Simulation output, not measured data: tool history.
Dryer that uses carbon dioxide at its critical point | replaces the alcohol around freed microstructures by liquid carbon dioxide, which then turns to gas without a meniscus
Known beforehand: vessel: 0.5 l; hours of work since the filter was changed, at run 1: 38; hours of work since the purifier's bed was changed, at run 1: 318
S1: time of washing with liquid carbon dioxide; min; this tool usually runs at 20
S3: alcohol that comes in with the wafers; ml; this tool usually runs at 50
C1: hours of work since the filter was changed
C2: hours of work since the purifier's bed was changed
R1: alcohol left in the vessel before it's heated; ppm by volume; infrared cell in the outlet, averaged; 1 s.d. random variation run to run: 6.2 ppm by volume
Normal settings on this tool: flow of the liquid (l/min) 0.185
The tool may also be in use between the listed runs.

{"run": 1, "day": 0.0, "S1": 20, "flow of the liquid (l/min)": 0.185, "S3": 50, "C1": 38, "C2": 318, "R1": 300}
{"run": 2, "day": 0.462, "S1": 20, "flow of the liquid (l/min)": 0.185, "S3": 50, "C1": 47, "C2": 327, "R1": 301}
{"run": 3, "day": 0.708, "S1": 20, "flow of the liquid (l/min)": 0.185, "S3": 50, "C1": 51, "C2": 331, "R1": 299}
{"run": 4, "day": 0.958, "S1": 20, "flow of the liquid (l/min)": 0.185, "S3": 50, "C1": 56, "C2": 336, "R1": 304}
{"run": 5, "day": 1.196, "S1": 20, "flow of the liquid (l/min)": 0.185, "S3": 50, "C1": 61, "C2": 341, "R1": 316}
{"run": 6, "day": 1.667, "S1": 20, "flow of the liquid (l/min)": 0.185, "S3": 50, "C1": 70, "C2": 350, "R1": 331}
{"run": 7, "day": 1.979, "S1": 20, "flow of the liquid (l/min)": 0.185, "S3": 50, "C1": 76, "C2": 356, "R1": 322}
{"run": 8, "day": 2.233, "S1": 20, "flow of the liquid (l/min)": 0.185, "S3": 50, "C1": 81, "C2": 361, "R1": 338}
{"run": 9, "day": 2.658, "S1": 20, "flow of the liquid (l/min)": 0.185, "S3": 50, "C1": 89, "C2": 369, "R1": 329}
{"run": 10, "day": 2.904, "S1": 20, "flow of the liquid (l/min)": 0.185, "S3": 50, "C1": 94, "C2": 373, "R1": 341}
{"run": 11, "day": 3.367, "S1": 29, "flow of the liquid (l/min)": 0.201, "S3": 42, "C1": 102, "C2": 382, "R1": 55}
{"run": 12, "day": 3.738, "S1": 24, "flow of the liquid (l/min)": 0.138, "S3": 23, "C1": 110, "C2": 389, "R1": 288}
{"run": 13, "day": 3.996, "S1": 14, "flow of the liquid (l/min)": 0.185, "S3": 26, "C1": 114, "C2": 394, "R1": 941}
{"run": 14, "day": 4.429, "S1": 14, "flow of the liquid (l/min)": 0.185, "S3": 26, "C1": 123, "C2": 403, "R1": 974}
{"run": 15, "day": 4.704, "S1": 20, "flow of the liquid (l/min)": 0.185, "S3": 103, "C1": 128, "C2": 408, "R1": 709}
{"run": 16, "day": 5.108, "S1": 20, "flow of the liquid (l/min)": 0.185, "S3": 103, "C1": 136, "C2": 416, "R1": 682}
{"run": 17, "day": 5.492, "S1": 30, "flow of the liquid (l/min)": 0.12, "S3": 92, "C1": 143, "C2": 423, "R1": 704}
{"run": 18, "day": 5.688, "S1": 13, "flow of the liquid (l/min)": 0.215, "S3": 78, "C1": 147, "C2": 427, "R1": 2185}
{"run": 19, "day": 6.117, "S1": 13, "flow of the liquid (l/min)": 0.215, "S3": 78, "C1": 155, "C2": 435, "R1": 2219}
{"run": 20, "day": 6.417, "S1": 17, "flow of the liquid (l/min)": 0.185, "S3": 33, "C1": 161, "C2": 441, "R1": 597}

Alternative continuations, all from the tool just after run 20; predict every row:
{"run": "A", "day": 6.875, "S1": 17, "flow of the liquid (l/min)": 0.185, "S3": 21, "C1": 170, "C2": 449, "R1": "?"}
{"run": "B", "day": 6.875, "S1": 17, "flow of the liquid (l/min)": 0.185, "S3": 41, "C1": 170, "C2": 449, "R1": "?"}
{"run": "C", "day": 6.875, "S1": 17, "flow of the liquid (l/min)": 0.179, "S3": 33, "C1": 170, "C2": 449, "R1": "?"}
{"run": "D", "day": 6.875, "S1": 19, "flow of the liquid (l/min)": 0.166, "S3": 55, "C1": 170, "C2": 449, "R1": "?"}
{"run": "E", "day": 6.875, "S1": 31, "flow of the liquid (l/min)": 0.132, "S3": 28, "C1": 170, "C2": 449, "R1": "?"}

run=A R1=396
run=B R1=711
run=C R1=660
run=D R1=922
run=E R1=158
Without the tool's hidden state the same runs would have given:
run=A R1=255
run=B R1=482
run=C R1=449
run=D R1=634
run=E R1=76

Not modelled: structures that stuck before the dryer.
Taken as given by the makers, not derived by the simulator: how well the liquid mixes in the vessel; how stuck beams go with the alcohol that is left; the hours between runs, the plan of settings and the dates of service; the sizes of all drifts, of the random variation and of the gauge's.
